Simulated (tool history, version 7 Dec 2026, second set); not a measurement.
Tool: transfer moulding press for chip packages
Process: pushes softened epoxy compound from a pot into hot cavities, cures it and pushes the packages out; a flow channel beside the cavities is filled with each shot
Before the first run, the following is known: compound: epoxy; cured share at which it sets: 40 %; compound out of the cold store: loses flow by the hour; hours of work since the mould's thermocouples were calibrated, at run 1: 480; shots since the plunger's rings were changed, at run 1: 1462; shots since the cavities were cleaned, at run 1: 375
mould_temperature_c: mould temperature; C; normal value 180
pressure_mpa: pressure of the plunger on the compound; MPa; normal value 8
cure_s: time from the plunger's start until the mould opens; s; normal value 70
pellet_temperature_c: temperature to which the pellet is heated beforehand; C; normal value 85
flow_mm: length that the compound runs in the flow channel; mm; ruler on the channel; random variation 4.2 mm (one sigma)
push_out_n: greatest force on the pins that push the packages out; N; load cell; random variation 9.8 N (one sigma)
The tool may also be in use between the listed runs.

| run | day | mould_temperature_c | pressure_mpa | cure_s | pellet_temperature_c | hours of work since the mould's thermocouples were calibrated | shots since the plunger's rings were changed | shots since the cavities were cleaned | incoming compound's hours out of the cold store | flow_mm | push_out_n |
|---|---|---|---|---|---|---|---|---|---|---|---|
| 1 | 0 | 180 | 8 | 70 | 85 | 480 | 1462 | 375 | 46.7 | 672 | 408 |
| 2 | 0.404 | 180 | 6.87 | 70 | 85 | 487 | 1648 | 561 | 43.7 | 624 | 408 |
|  | 0.621 | cavities cleaned with cleaning compound and waxed |
| 3 | 1.288 | 180 | 8 | 103 | 85 | 501 | 2024 | 306 | 16.7 | 763 | 293 |
| 4 | 1.721 | 180 | 8 | 103 | 85 | 508 | 2223 | 505 | 21.8 | 745 | 292 |
|  | 2.104 | cavities cleaned with cleaning compound and waxed |
| 5 | 2.192 | 180 | 9.62 | 103 | 85 | 515 | 2411 | 40 | 47.6 | 729 | 288 |
| 6 | 2.688 | 180 | 9.62 | 103 | 85 | 524 | 2637 | 266 | 28.5 | 790 | 306 |
|  | 3.583 | cavities cleaned with cleaning compound and waxed |
| 7 | 3.617 | 180 | 6.16 | 70 | 85 | 539 | 3036 | 15 | 15.4 | 680 | 458 |
| 8 | 4.108 | 180 | 6.16 | 70 | 85 | 547 | 3261 | 240 | 40.6 | 597 | 401 |
| 9 | 4.7 | 180 | 6.16 | 70 | 85 | 557 | 3533 | 512 | 21.3 | 656 | 416 |
|  | 5.017 | cavities cleaned with cleaning compound and waxed |
| 10 | 5.688 | 180 | 6.16 | 70 | 78 | 573 | 3957 | 307 | 25.8 | 637 | 438 |
| 11 | 6.267 | 180 | 8 | 70 | 85 | 583 | 4222 | 572 | 9.5 | 804 | 470 |
|  | 6.462 | cavities cleaned with cleaning compound and waxed |
| 12 | 6.846 | 180 | 8 | 70 | 85 | 592 | 4459 | 176 | 33.4 | 707 | 419 |
| 13 | 7.242 | 180 | 8 | 70 | 82 | 599 | 4641 | 358 | 30.2 | 719 | 431 |
|  | 7.421 | plunger's sealing rings changed |
|  | 8.046 | cavities cleaned with cleaning compound and waxed |
| 14 | 8.046 | 180 | 9.34 | 70 | 82 | 610 | 259 | 0 | 25.9 | 791 | 435 |
| 15 | 8.542 | 180 | 9.34 | 70 | 82 | 618 | 485 | 226 | 38.8 | 748 | 401 |
| 16 | 9.129 | 180 | 9.34 | 70 | 77 | 629 | 755 | 496 | 9 | 855 | 470 |
|  | 9.488 | cavities cleaned with cleaning compound and waxed |
|  | 10.012 | mould's thermocouples calibrated |
| 17 | 10.171 | 180 | 6.1 | 55 | 85 | 3 | 1166 | 275 | 38.5 | 607 | 715 |
| 18 | 10.908 | 179 | 8 | 62 | 85 | 15 | 1504 | 613 | 29.4 | 730 | 610 |
|  | 11.017 | cavities cleaned with cleaning compound and waxed |
| 19 | 11.588 | 174 | 8 | 80 | 93 | 26 | 1786 | 261 | 15.1 | 798 | 501 |
| 20 | 12.146 | 174 | 8 | 80 | 93 | 36 | 2043 | 518 | 34.8 | 728 | 497 |
|  | 12.446 | cavities cleaned with cleaning compound and waxed |
| 21 | 12.671 | 184 | 7.38 | 82 | 89 | 44 | 2255 | 103 | 47.3 | 624 | 296 |
| 22 | 13.183 | 184 | 7.38 | 82 | 89 | 52 | 2491 | 339 | 18.2 | 715 | 302 |
| 23 | 13.608 | 187 | 7 | 70 | 85 | 60 | 2685 | 533 | 46.9 | 596 | 306 |
|  | 13.879 | cavities cleaned with cleaning compound and waxed |
| 24 | 14.267 | 187 | 7 | 70 | 85 | 70 | 2959 | 178 | 12.1 | 708 | 327 |
| 25 | 14.983 | 184 | 8.95 | 70 | 83 | 82 | 3287 | 506 | 39.8 | 706 | 343 |
|  | 15.312 | cavities cleaned with cleaning compound and waxed |
| 26 | 15.496 | 186 | 6.03 | 104 | 83 | 90 | 3494 | 84 | 36.8 | 589 | 283 |
| 27 | 16.146 | 180 | 7.14 | 56 | 85 | 101 | 3791 | 381 | 22.6 | 702 | 744 |
|  | 16.775 | cavities cleaned with cleaning compound and waxed |
| 28 | 16.996 | 180 | 7.14 | 56 | 85 | 115 | 4154 | 102 | 17.4 | 722 | 734 |

Alternative continuations, all from the tool just after run 28; predict every row:
| A | 17.796 | 180 | 8 | 70 | 75 | 128 | 4520 | 468 | 26.1 | ? | ? |
| B | 17.796 | 178 | 8 | 58 | 81 | 128 | 4520 | 468 | 8.6 | ? | ? |
| C | 17.796 | 180 | 6.91 | 70 | 85 | 128 | 4520 | 468 | 28.7 | ? | ? |

| run | flow_mm | push_out_n |
|---|---|---|
| A | 729 | 434 |
| B | 799 | 832 |
| C | 669 | 432 |
Stripped of hidden state, with their random variation kept, the same runs would have yielded:
| run | flow_mm | push_out_n |
|---|---|---|
| A | 731 | 427 |
| B | 801 | 817 |
| C | 671 | 424 |
